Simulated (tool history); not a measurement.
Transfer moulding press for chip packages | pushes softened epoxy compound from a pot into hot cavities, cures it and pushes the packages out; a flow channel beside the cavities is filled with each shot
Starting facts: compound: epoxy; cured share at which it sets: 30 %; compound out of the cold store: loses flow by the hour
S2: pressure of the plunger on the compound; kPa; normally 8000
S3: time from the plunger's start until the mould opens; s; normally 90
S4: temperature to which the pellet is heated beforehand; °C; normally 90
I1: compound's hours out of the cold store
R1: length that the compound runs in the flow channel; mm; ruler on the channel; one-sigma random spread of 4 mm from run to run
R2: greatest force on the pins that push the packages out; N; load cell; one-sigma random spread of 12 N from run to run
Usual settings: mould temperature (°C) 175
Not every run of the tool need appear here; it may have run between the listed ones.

Run 1, hour 0: usual settings; I1 9.7. Result: R1 696 mm, R2 641 N.
At hour 5.2: cavities cleaned with cleaning compound and waxed.
Run 2, hour 7.7: usual settings; I1 22.4. Result: R1 661 mm, R2 627 N.
Run 3, hour 13.8: usual settings; I1 32.9. Result: R1 627 mm, R2 600 N.
Run 4, hour 25.6: usual settings; I1 16.6. Result: R1 679 mm, R2 619 N.
Run 5, hour 35.7: usual settings but S2 6730 kPa; I1 24.1. Result: R1 598 mm, R2 612 N.
Run 6, hour 49.3: usual settings but S2 6730 kPa; I1 39.5. Result: R1 559 mm, R2 581 N.
Run 7, hour 57.5: usual settings but S2 6730 kPa; I1 13.7. Result: R1 629 mm, R2 604 N.
Run 8, hour 64.4: usual settings; I1 19.2. Result: R1 676 mm, R2 597 N.
Run 9, hour 71.2: usual settings; I1 30.9. Result: R1 634 mm, R2 595 N.
Run 10, hour 81.6: usual settings; I1 9.4. Result: R1 703 mm, R2 659 N.
At hour 88.3: cavities cleaned with cleaning compound and waxed.
Run 11, hour 92: usual settings; I1 41.3. Result: R1 601 mm, R2 576 N.
Run 12, hour 102.8: usual settings but S2 8440 kPa; I1 10.2. Result: R1 718 mm, R2 649 N.
Run 13, hour 109.5: usual settings but S2 8440 kPa; I1 17. Result: R1 689 mm, R2 614 N.
Run 14, hour 121.8: usual settings but S2 6820 kPa; I1 28.3. Result: R1 584 mm, R2 595 N.
Run 15, hour 131.7: usual settings but S2 6820 kPa, S3 91 s, S4 87 °C; I1 27. Result: R1 591 mm, R2 601 N.
Run 16, hour 140.4: usual settings but S2 6820 kPa, S3 101 s, S4 94 °C; I1 27.2. Result: R1 595 mm, R2 497 N.
Run 17, hour 152.3: usual settings but S3 72 s; I1 32.9. Result: R1 624 mm, R2 990 N.
Run 18, hour 166.2: usual settings but mould temperature (°C) 169, S2 9360 kPa, S3 72 s; I1 10.9. Result: R1 776 mm, R2 1620 N.
At hour 171.9: cavities cleaned with cleaning compound and waxed.
Run 19, hour 174.4: usual settings but S2 9380 kPa, S3 78 s, S4 99 °C; I1 28.3. Result: R1 697 mm, R2 803 N.
Run 20, hour 184.7: usual settings but S2 9380 kPa, S3 78 s, S4 99 °C; I1 17.7. Result: R1 732 mm, R2 842 N.
Run 21, hour 196.6: usual settings but S2 9380 kPa, S3 106 s, S4 99 °C; I1 33.9. Result: R1 667 mm, R2 484 N.
Run 22, hour 208.1: usual settings but mould temperature (°C) 182, S2 9380 kPa, S3 119 s, S4 99 °C; I1 47.8. Result: R1 611 mm, R2 430 N.
Run 23, hour 215.8: usual settings but mould temperature (°C) 182, S2 9380 kPa, S3 119 s, S4 99 °C; I1 17.3. Result: R1 708 mm, R2 443 N.
Run 24, hour 228.7: usual settings but mould temperature (°C) 182, S2 9380 kPa, S3 119 s, S4 99 °C; I1 25.4. Result: R1 681 mm, R2 432 N.
Run 25, hour 235.4: usual settings but S2 6190 kPa, S4 95 °C; I1 38. Result: R1 532 mm, R2 576 N.
Run 26, hour 246.2: usual settings but S2 8760 kPa, S4 81 °C; I1 14.9. Result: R1 720 mm, R2 653 N.
Run 27, hour 252.7: usual settings but S2 6270 kPa, S3 74 s, S4 81 °C; I1 15.9. Result: R1 613 mm, R2 1026 N.
At hour 255.4: cavities cleaned with cleaning compound and waxed.
At hour 261.2: plunger's sealing rings changed.
Run 28, hour 267: usual settings but S2 6270 kPa, S3 74 s, S4 81 °C; I1 15.8. Result: R1 603 mm, R2 1018 N.

Each row is a separate what-if for the run after 28, all from the same tool condition, not one after another. Results?
Run A, hour 274.2: usual settings but mould temperature (°C) 174, S3 98 s; I1 24.1. Result: R1 ?, R2 ?.
Run B, hour 274.2: usual settings but S2 8530 kPa, S3 111 s, S4 84 °C; I1 47.6. Result: R1 ?, R2 ?.
Run C, hour 274.2: usual settings but S3 81 s; I1 22.5. Result: R1 ?, R2 ?.
Run D, hour 274.2: usual settings but S3 127 s, S4 97 °C; I1 14.1. Result: R1 ?, R2 ?.

run   R1   R2
  A  657  547
  B  598  448
  C  659  776
  D  685  446
With the hidden condition removed and each run's random variation left untouched, the same runs would have given:
run   R1   R2
  A  657  542
  B  598  444
  C  659  769
  D  685  442

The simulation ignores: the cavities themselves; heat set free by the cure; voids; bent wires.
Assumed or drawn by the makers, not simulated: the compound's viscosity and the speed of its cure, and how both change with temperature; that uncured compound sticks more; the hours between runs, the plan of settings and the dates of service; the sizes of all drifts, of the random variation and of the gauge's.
